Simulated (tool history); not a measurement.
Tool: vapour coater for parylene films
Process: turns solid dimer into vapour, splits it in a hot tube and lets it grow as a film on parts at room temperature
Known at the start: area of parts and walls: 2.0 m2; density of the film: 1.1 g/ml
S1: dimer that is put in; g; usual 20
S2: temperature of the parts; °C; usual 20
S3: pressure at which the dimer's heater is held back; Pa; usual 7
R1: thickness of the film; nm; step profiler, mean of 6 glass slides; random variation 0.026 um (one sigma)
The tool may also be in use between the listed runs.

run,hour,S1,S2,S3,R1
1,0,20,20,7,5630
2,16.1,10,20,7,2810
3,45,10,20,7,2820
4,78.3,10,20,7,2800
5,105.8,20,20,7,5600
6,141.8,20,20,7,5580
7,165.6,20,20,7,5590
8,189.1,20,20,7,5590
9,210.6,20,20,7,5550
10,236.7,20,20,8.68,5390
11,266.5,20,20,8.68,5350
12,291.7,20,20,8.68,5350
13,321.1,35,20,7,9720
14,344.2,20,20,7,5500
15,373.1,20,20,7,5520
16,396.8,20,20,7,5530
17,423.9,12,30,7,2140
18,448.8,12,30,7,2140
# hour 473.3: trap's valve overhauled
19,485,20,20,2.07,6880
20,503.9,20,20,2.07,6890
21,539.7,31,24,2.52,8700
22,569.9,31,24,2.52,8710
23,605.6,31,24,2.52,8670
24,633.3,26,20,3.2,8380
25,650.1,20,13,4.85,8280
26,674.6,20,13,4.85,8290
27,708.4,20,32,3.29,3780
28,743.6,20,20,6.9,5720
29,770.4,20,20,3.81,6250

Forecast each of these 4 alternatives for the next run:
A,799.1,17,27,7,?
B,799.1,10,20,8.45,?
C,799.1,27,20,3.81,?
D,799.1,34,27,3.81,?

run,R1
A,3550
B,2780
C,8420
D,7820
Without the tool's hidden state the same runs would have given:
run,R1
A,3560
B,2780
C,8440
D,7840

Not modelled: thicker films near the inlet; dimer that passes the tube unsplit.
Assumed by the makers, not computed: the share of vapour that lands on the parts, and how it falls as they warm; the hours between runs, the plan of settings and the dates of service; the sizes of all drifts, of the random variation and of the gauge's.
